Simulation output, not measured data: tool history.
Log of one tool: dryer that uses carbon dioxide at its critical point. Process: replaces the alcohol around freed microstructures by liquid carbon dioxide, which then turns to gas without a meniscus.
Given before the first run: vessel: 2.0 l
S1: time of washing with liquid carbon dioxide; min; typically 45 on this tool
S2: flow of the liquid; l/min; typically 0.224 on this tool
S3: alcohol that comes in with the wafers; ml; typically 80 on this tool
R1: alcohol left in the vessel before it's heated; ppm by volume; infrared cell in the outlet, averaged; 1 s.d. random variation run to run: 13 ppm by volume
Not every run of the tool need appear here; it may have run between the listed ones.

run,hour,S1,S2,S3,R1
1,0,45,0.224,80,920
2,39.5,45,0.224,80,956
3,59.8,45,0.224,80,951
4,87.9,45,0.224,67,805
5,120.2,45,0.224,67,841
6,163,45,0.224,67,863
7,183,45,0.224,67,818
8,229,45,0.224,67,885
9,271.9,45,0.236,80,877
10,295.1,45,0.236,80,900
11,314.9,45,0.224,80,1122
12,357.2,45,0.224,80,1102
13,380,45,0.224,80,1131
14,421,69,0.224,80,256
15,450.9,69,0.224,80,255
16,487,69,0.224,80,271
17,516.2,69,0.224,80,268
18,547,69,0.224,78,267
19,566.5,45,0.224,80,1257
20,593.6,45,0.224,80,1259
21,634.9,45,0.224,80,1292
22,657.8,45,0.224,80,1289
23,685.5,46,0.224,80,1205
# hour 703.2: inlet filter changed
24,733.3,46,0.224,80,884
25,777.4,34,0.161,44,2886
26,798.4,34,0.161,44,2856
27,817.3,35,0.322,85,730
28,841.4,45,0.218,80,1139
29,877.4,27,0.163,88,8549
30,916.5,27,0.182,88,7224
31,956.8,45,0.249,50,514
32,997.7,64,0.224,43,244
33,1028.6,64,0.296,97,173
34,1051.2,64,0.253,47,198

Run 35, settings as shown, results not yet in. Your forecast:
35,1073,29,0.224,90,?

{"run 35": {"R1": 4349}}
Had the tool carried no hidden state, the very same run would have given R1 3657 ppm by volume.

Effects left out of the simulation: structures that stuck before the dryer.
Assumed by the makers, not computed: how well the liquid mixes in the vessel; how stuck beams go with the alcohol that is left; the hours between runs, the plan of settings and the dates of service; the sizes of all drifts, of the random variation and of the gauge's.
